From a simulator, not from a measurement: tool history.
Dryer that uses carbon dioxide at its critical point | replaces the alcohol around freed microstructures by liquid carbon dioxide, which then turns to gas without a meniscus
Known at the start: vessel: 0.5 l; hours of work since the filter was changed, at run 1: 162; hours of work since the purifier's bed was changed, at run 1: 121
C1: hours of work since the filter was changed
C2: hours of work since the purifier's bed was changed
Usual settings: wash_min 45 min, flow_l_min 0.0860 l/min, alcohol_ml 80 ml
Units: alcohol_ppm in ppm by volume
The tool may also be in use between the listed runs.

{"run": 1, "hour": 0.0, "wash_min": 45, "flow_l_min": 0.086, "alcohol_ml": 80, "C1": 162, "C2": 121, "alcohol_ppm": 168}
{"run": 2, "hour": 16.9, "wash_min": 45, "flow_l_min": 0.086, "alcohol_ml": 80, "C1": 170, "C2": 128, "alcohol_ppm": 185}
{"run": 3, "hour": 24.4, "wash_min": 45, "flow_l_min": 0.086, "alcohol_ml": 80, "C1": 173, "C2": 132, "alcohol_ppm": 173}
{"run": 4, "hour": 38.3, "wash_min": 45, "flow_l_min": 0.086, "alcohol_ml": 80, "C1": 179, "C2": 138, "alcohol_ppm": 179}
{"run": 5, "hour": 55.2, "wash_min": 45, "flow_l_min": 0.086, "alcohol_ml": 80, "C1": 187, "C2": 145, "alcohol_ppm": 177}
{"run": 6, "hour": 66.0, "wash_min": 45, "flow_l_min": 0.086, "alcohol_ml": 80, "C1": 192, "C2": 150, "alcohol_ppm": 168}
{"run": 7, "hour": 75.6, "wash_min": 45, "flow_l_min": 0.086, "alcohol_ml": 80, "C1": 196, "C2": 154, "alcohol_ppm": 184}
{"run": 8, "hour": 86.2, "wash_min": 45, "flow_l_min": 0.086, "alcohol_ml": 80, "C1": 201, "C2": 159, "alcohol_ppm": 190}
{"run": 9, "hour": 95.5, "wash_min": 45, "flow_l_min": 0.086, "alcohol_ml": 80, "C1": 205, "C2": 163, "alcohol_ppm": 177}
{"run": 10, "hour": 112.4, "wash_min": 45, "flow_l_min": 0.086, "alcohol_ml": 80, "C1": 212, "C2": 171, "alcohol_ppm": 184}
{"run": 11, "hour": 129.4, "wash_min": 45, "flow_l_min": 0.086, "alcohol_ml": 80, "C1": 220, "C2": 178, "alcohol_ppm": 194}
{"run": 12, "hour": 140.0, "wash_min": 45, "flow_l_min": 0.086, "alcohol_ml": 80, "C1": 225, "C2": 183, "alcohol_ppm": 204}
{"run": 13, "hour": 155.0, "wash_min": 45, "flow_l_min": 0.086, "alcohol_ml": 80, "C1": 231, "C2": 190, "alcohol_ppm": 199}
{"run": 14, "hour": 166.9, "wash_min": 45, "flow_l_min": 0.086, "alcohol_ml": 80, "C1": 237, "C2": 195, "alcohol_ppm": 197}
{"run": 15, "hour": 176.7, "wash_min": 45, "flow_l_min": 0.086, "alcohol_ml": 80, "C1": 241, "C2": 199, "alcohol_ppm": 194}
{"run": 16, "hour": 186.1, "wash_min": 45, "flow_l_min": 0.086, "alcohol_ml": 80, "C1": 245, "C2": 204, "alcohol_ppm": 206}
{"run": 17, "hour": 193.5, "wash_min": 65, "flow_l_min": 0.086, "alcohol_ml": 80, "C1": 248, "C2": 207, "alcohol_ppm": 38}
{"run": 18, "hour": 210.2, "wash_min": 45, "flow_l_min": 0.0568, "alcohol_ml": 80, "C1": 256, "C2": 214, "alcohol_ppm": 1783}
{"run": 19, "hour": 225.8, "wash_min": 45, "flow_l_min": 0.086, "alcohol_ml": 80, "C1": 263, "C2": 221, "alcohol_ppm": 197}
{"run": 20, "hour": 233.1, "wash_min": 45, "flow_l_min": 0.086, "alcohol_ml": 80, "C1": 266, "C2": 224, "alcohol_ppm": 206}
{"run": 21, "hour": 243.3, "wash_min": 45, "flow_l_min": 0.086, "alcohol_ml": 80, "C1": 270, "C2": 229, "alcohol_ppm": 220}
{"run": 22, "hour": 257.2, "wash_min": 35, "flow_l_min": 0.086, "alcohol_ml": 80, "C1": 277, "C2": 235, "alcohol_ppm": 819}
{"run": 23, "hour": 269.4, "wash_min": 45, "flow_l_min": 0.086, "alcohol_ml": 80, "C1": 282, "C2": 241, "alcohol_ppm": 203}
{"run": 24, "hour": 284.3, "wash_min": 45, "flow_l_min": 0.0588, "alcohol_ml": 69, "C1": 289, "C2": 247, "alcohol_ppm": 1365}
{"run": 25, "hour": 296.2, "wash_min": 45, "flow_l_min": 0.086, "alcohol_ml": 57, "C1": 294, "C2": 252, "alcohol_ppm": 161}
{"run": 26, "hour": 303.9, "wash_min": 45, "flow_l_min": 0.086, "alcohol_ml": 96, "C1": 297, "C2": 256, "alcohol_ppm": 258}
{"run": 27, "hour": 318.3, "wash_min": 54, "flow_l_min": 0.0995, "alcohol_ml": 96, "C1": 304, "C2": 262, "alcohol_ppm": 56}
{"run": 28, "hour": 330.3, "wash_min": 54, "flow_l_min": 0.0995, "alcohol_ml": 96, "C1": 309, "C2": 268, "alcohol_ppm": 65}
{"run": 29, "hour": 340.7, "wash_min": 54, "flow_l_min": 0.0995, "alcohol_ml": 96, "C1": 314, "C2": 272, "alcohol_ppm": 63}
{"run": 30, "hour": 355.1, "wash_min": 47, "flow_l_min": 0.1412, "alcohol_ml": 96, "C1": 320, "C2": 279, "alcohol_ppm": 33}
{"run": 31, "hour": 364.7, "wash_min": 64, "flow_l_min": 0.0934, "alcohol_ml": 88, "C1": 324, "C2": 283, "alcohol_ppm": 50}
{"run": 32, "hour": 379.4, "wash_min": 45, "flow_l_min": 0.0854, "alcohol_ml": 80, "C1": 331, "C2": 289, "alcohol_ppm": 234}
{"run": 33, "hour": 393.0, "wash_min": 45, "flow_l_min": 0.0854, "alcohol_ml": 80, "C1": 337, "C2": 295, "alcohol_ppm": 239}
{"run": 34, "hour": 405.3, "wash_min": 60, "flow_l_min": 0.0854, "alcohol_ml": 71, "C1": 342, "C2": 301, "alcohol_ppm": 63}
{"hour": 415.4, "done": "inlet filter changed"}
{"run": 35, "hour": 418.9, "wash_min": 37, "flow_l_min": 0.0854, "alcohol_ml": 71, "C1": 2, "C2": 307, "alcohol_ppm": 399}
{"run": 36, "hour": 429.5, "wash_min": 37, "flow_l_min": 0.0854, "alcohol_ml": 71, "C1": 6, "C2": 311, "alcohol_ppm": 410}
{"run": 37, "hour": 441.2, "wash_min": 57, "flow_l_min": 0.0617, "alcohol_ml": 55, "C1": 11, "C2": 316, "alcohol_ppm": 216}
{"run": 38, "hour": 457.6, "wash_min": 27, "flow_l_min": 0.1237, "alcohol_ml": 36, "C1": 19, "C2": 324, "alcohol_ppm": 187}
{"run": 39, "hour": 471.0, "wash_min": 71, "flow_l_min": 0.0675, "alcohol_ml": 73, "C1": 25, "C2": 330, "alcohol_ppm": 72}
{"run": 40, "hour": 481.7, "wash_min": 71, "flow_l_min": 0.0675, "alcohol_ml": 73, "C1": 29, "C2": 334, "alcohol_ppm": 72}
{"run": 41, "hour": 496.4, "wash_min": 40, "flow_l_min": 0.09, "alcohol_ml": 40, "C1": 36, "C2": 341, "alcohol_ppm": 146}
{"run": 42, "hour": 512.0, "wash_min": 30, "flow_l_min": 0.0967, "alcohol_ml": 70, "C1": 43, "C2": 348, "alcohol_ppm": 657}
{"run": 43, "hour": 526.8, "wash_min": 60, "flow_l_min": 0.086, "alcohol_ml": 80, "C1": 49, "C2": 354, "alcohol_ppm": 67}
{"run": 44, "hour": 543.6, "wash_min": 60, "flow_l_min": 0.086, "alcohol_ml": 80, "C1": 57, "C2": 362, "alcohol_ppm": 59}
{"run": 45, "hour": 559.6, "wash_min": 54, "flow_l_min": 0.1062, "alcohol_ml": 37, "C1": 64, "C2": 369, "alcohol_ppm": 55}
{"run": 46, "hour": 567.3, "wash_min": 42, "flow_l_min": 0.0961, "alcohol_ml": 31, "C1": 67, "C2": 372, "alcohol_ppm": 92}

5 ways to go on from here, each from the tool as it stands after run 46. What would each give?
{"run": "A", "hour": 583.6, "wash_min": 34, "flow_l_min": 0.1174, "alcohol_ml": 26, "C1": 75, "C2": 380, "alcohol_ppm": "?"}
{"run": "B", "hour": 583.6, "wash_min": 59, "flow_l_min": 0.0959, "alcohol_ml": 108, "C1": 75, "C2": 380, "alcohol_ppm": "?"}
{"run": "C", "hour": 583.6, "wash_min": 45, "flow_l_min": 0.0604, "alcohol_ml": 26, "C1": 75, "C2": 380, "alcohol_ppm": "?"}
{"run": "D", "hour": 583.6, "wash_min": 29, "flow_l_min": 0.1299, "alcohol_ml": 26, "C1": 75, "C2": 380, "alcohol_ppm": "?"}
{"run": "E", "hour": 583.6, "wash_min": 42, "flow_l_min": 0.1078, "alcohol_ml": 31, "C1": 75, "C2": 380, "alcohol_ppm": "?"}

run=A alcohol_ppm=80
run=B alcohol_ppm=63
run=C alcohol_ppm=409
run=D alcohol_ppm=100
run=E alcohol_ppm=73
Without the tool's hidden state the same runs would have given:
run=A alcohol_ppm=23
run=B alcohol_ppm=7
run=C alcohol_ppm=327
run=D alcohol_ppm=41
run=E alcohol_ppm=17
